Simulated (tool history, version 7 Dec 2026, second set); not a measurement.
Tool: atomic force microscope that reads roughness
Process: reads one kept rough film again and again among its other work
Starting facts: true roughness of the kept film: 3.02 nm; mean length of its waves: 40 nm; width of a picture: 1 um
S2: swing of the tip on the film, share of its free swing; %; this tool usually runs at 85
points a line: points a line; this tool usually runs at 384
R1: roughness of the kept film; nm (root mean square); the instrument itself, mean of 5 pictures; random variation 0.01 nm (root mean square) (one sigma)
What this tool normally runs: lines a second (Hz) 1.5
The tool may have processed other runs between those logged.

run 1 hour=0 | lines_a_second_(Hz)=1.5 S2=85 points_a_line=384 | R1=2.046
run 2 hour=9.4 | lines_a_second_(Hz)=1.5 S2=85 points_a_line=384 | R1=2.029
run 3 hour=14.3 | lines_a_second_(Hz)=1.5 S2=85 points_a_line=384 | R1=2.047
run 4 hour=23.3 | lines_a_second_(Hz)=1.5 S2=85 points_a_line=384 | R1=1.998
run 5 hour=29.5 | lines_a_second_(Hz)=1.5 S2=85 points_a_line=384 | R1=1.994
run 6 hour=34.8 | lines_a_second_(Hz)=1.92 S2=85 points_a_line=384 | R1=1.891
run 7 hour=41.4 | lines_a_second_(Hz)=0.68 S2=85 points_a_line=384 | R1=2.187
run 8 hour=49.7 | lines_a_second_(Hz)=1.35 S2=85 points_a_line=384 | R1=1.981
run 9 hour=56.7 | lines_a_second_(Hz)=1.35 S2=85 points_a_line=384 | R1=1.978
run 10 hour=65.1 | lines_a_second_(Hz)=1.35 S2=85 points_a_line=384 | R1=1.971
-- hour=67 height scale calibrated on a step standard
run 11 hour=74.1 | lines_a_second_(Hz)=1.05 S2=85 points_a_line=559 | R1=2.03
run 12 hour=79.2 | lines_a_second_(Hz)=1.5 S2=68 points_a_line=439 | R1=2.123
-- hour=81.1 new tip fitted
run 13 hour=84.9 | lines_a_second_(Hz)=1.36 S2=63 points_a_line=716 | R1=2.655
run 14 hour=90.5 | lines_a_second_(Hz)=0.51 S2=63 points_a_line=716 | R1=2.696

Run 15 is up next; what results do you expect?
-- hour=92.8 height scale calibrated on a step standard, once more
run 15 hour=95.9 | lines_a_second_(Hz)=2.32 S2=85 points_a_line=811 | R1=?

{"run 15": {"R1": 2.112}}
If the tool had no hidden condition, the same run with the same run-to-run variation would have returned R1 2.142 nm (root mean square).

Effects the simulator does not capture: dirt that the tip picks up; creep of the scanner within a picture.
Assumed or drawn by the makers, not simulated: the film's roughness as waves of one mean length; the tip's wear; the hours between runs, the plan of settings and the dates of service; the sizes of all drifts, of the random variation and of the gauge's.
